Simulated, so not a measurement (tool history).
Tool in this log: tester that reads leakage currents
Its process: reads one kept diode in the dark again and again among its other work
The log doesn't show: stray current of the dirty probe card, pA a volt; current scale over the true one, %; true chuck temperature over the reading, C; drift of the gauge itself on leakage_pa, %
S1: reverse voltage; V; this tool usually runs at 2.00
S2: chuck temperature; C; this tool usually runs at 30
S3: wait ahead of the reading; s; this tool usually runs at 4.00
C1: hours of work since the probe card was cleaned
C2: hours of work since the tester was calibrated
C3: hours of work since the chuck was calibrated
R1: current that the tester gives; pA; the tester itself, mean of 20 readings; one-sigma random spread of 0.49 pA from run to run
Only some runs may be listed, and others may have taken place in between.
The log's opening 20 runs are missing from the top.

run 21 hour=1288.6 | S1=4.20 S2=38 S3=1.45 | C1=1373 C2=918 C3=971 | R1=501.81
run 22 hour=1376.9 | S1=14.36 S2=36 S3=4.00 | C1=1411 C2=956 C3=1008 | R1=621.69
run 23 hour=1436.8 | S1=14.36 S2=36 S3=4.00 | C1=1436 C2=982 C3=1034 | R1=628.89
run 24 hour=1488.5 | S1=1.19 S2=42 S3=0.95 | C1=1458 C2=1004 C3=1056 | R1=480.13
run 25 hour=1574.1 | S1=1.19 S2=42 S3=0.95 | C1=1495 C2=1040 C3=1093 | R1=483.03
run 26 hour=1636.4 | S1=3.04 S2=40 S3=6.48 | C1=1521 C2=1067 C3=1119 | R1=545.85
run 27 hour=1690.3 | S1=2.00 S2=22 S3=1.72 | C1=1544 C2=1090 C3=1142 | R1=92.08
run 28 hour=1776.7 | S1=7.71 S2=27 S3=0.59 | C1=1581 C2=1127 C3=1179 | R1=233.21
run 29 hour=1862.0 | S1=2.00 S2=33 S3=2.23 | C1=1618 C2=1163 C3=1216 | R1=259.90
run 30 hour=1943.7 | S1=2.00 S2=27 S3=0.83 | C1=1653 C2=1198 C3=1251 | R1=150.37
run 31 hour=2024.6 | S1=2.00 S2=51 S3=0.36 | C1=1687 C2=1233 C3=1285 | R1=1238.65
run 32 hour=2090.0 | S1=19.97 S2=50 S3=3.24 | C1=1715 C2=1261 C3=1313 | R1=2383.57
run 33 hour=2170.4 | S1=19.97 S2=27 S3=3.24 | C1=1750 C2=1295 C3=1348 | R1=326.81
run 34 hour=2212.5 | S1=1.20 S2=60 S3=3.03 | C1=1768 C2=1313 C3=1366 | R1=2166.66
-- hour=2233.9 chuck's temperature calibrated
run 35 hour=2291.5 | S1=2.00 S2=58 S3=4.00 | C1=1801 C2=1346 C3=25 | R1=1835.20
run 36 hour=2366.9 | S1=2.00 S2=58 S3=4.00 | C1=1833 C2=1378 C3=57 | R1=1833.65
run 37 hour=2448.3 | S1=14.30 S2=22 S3=0.89 | C1=1868 C2=1413 C3=92 | R1=156.21
run 38 hour=2488.7 | S1=6.42 S2=46 S3=5.90 | C1=1885 C2=1430 C3=109 | R1=1010.40
run 39 hour=2582.6 | S1=6.42 S2=46 S3=5.90 | C1=1925 C2=1471 C3=149 | R1=1010.47

Forecast each of these 3 alternatives for the next run:
run A hour=2667.2 | S1=2.46 S2=46 S3=5.90 | C1=1961 C2=1507 C3=185 | R1=?
run B hour=2667.2 | S1=11.58 S2=40 S3=5.35 | C1=1961 C2=1507 C3=185 | R1=?
run C hour=2667.2 | S1=1.84 S2=30 S3=4.00 | C1=1961 C2=1507 C3=185 | R1=?

run=A R1=747.35
run=B R1=734.06
run=C R1=164.29
Take away the tool's hidden state, keep each run's random variation, and the runs would have read:
run=A R1=731.08
run=B R1=710.02
run=C R1=159.31
